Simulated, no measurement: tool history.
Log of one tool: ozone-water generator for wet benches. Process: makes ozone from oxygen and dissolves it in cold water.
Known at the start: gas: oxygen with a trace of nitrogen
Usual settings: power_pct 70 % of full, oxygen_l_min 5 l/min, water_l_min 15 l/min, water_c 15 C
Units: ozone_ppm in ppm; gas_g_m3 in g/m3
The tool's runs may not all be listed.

run	hour	power_pct	oxygen_l_min	water_l_min	water_c	ozone_ppm	gas_g_m3
1	0	70	5	15	15	36.3	279.3
2	36.7	70	5	15	7	40.6	281.8
3	71.3	70	5	15	15	36.3	277.8
4	110.6	70	5	15	15	36.3	280.3
5	130.7	70	5	15	15	36.3	280.6
6	150.6	70	5	15	15	36	281.8
7	190.2	70	5	15	15	36	279.8
8	213.5	70	5	15	15	36.8	281.6
9	235	70	5	15	15	36.3	281.9
10	256.8	70	5	15	15	36.5	281.1
11	277.9	70	5	15	15	36.4	282.6
12	310	70	5	15	15	36.2	280
13	344.6	70	5	15	15	36.1	280.1
14	374.6	70	2.84	15	15	37.6	406.3
15	412.1	70	5	15	15	36.5	283.9
16	438.8	70	5	15	15	35.9	282.5
17	460	70	5	15	15	36.7	280.9
18	498.6	70	5	15	15	36.3	284.4
19	537.6	70	5	15	15	36.1	285
20	566.1	65	8.57	22	10	24.8	187.6
21	592.2	70	5	23	15	25.3	282.2
22	630.9	81	8.58	22	17	27.5	228.4
23	667.7	81	8.58	22	17	27.3	227.1
24	699.7	81	8.58	22	17	27.2	226.8
25	717	65	8.58	22	12	24.2	188.2
26	735.7	93	5.55	22	12	34.8	348
27	751.9	70	5	9	17	49.1	286.3
28	773.2	40	5	15	15	22	172.8
29	790.6	53	3.47	15	21	26.9	282.5
30	825.5	90	3.97	11	15	58.9	419.2
31	842.1	90	3.97	11	15	59.2	414.3
32	878.7	45	3.91	20	9	20.8	224.2
33	910	47	2.65	15	13	26.9	302.2

Forecast each of these 4 alternatives for the next run:
A	940.3	95	5.95	15	13	?	?
B	940.3	75	2.65	15	8	?	?
C	940.3	42	5	17	15	?	?
D	940.3	87	3.5	15	7	?	?

run	ozone_ppm	gas_g_m3
A	47.8	339.6
B	43.2	459.8
C	20.8	179.5
D	50.1	443.4
Without the tool's hidden state the same runs would have given:
run	ozone_ppm	gas_g_m3
A	47.8	331.6
B	43.2	448.9
C	20.8	175.2
D	50.1	433
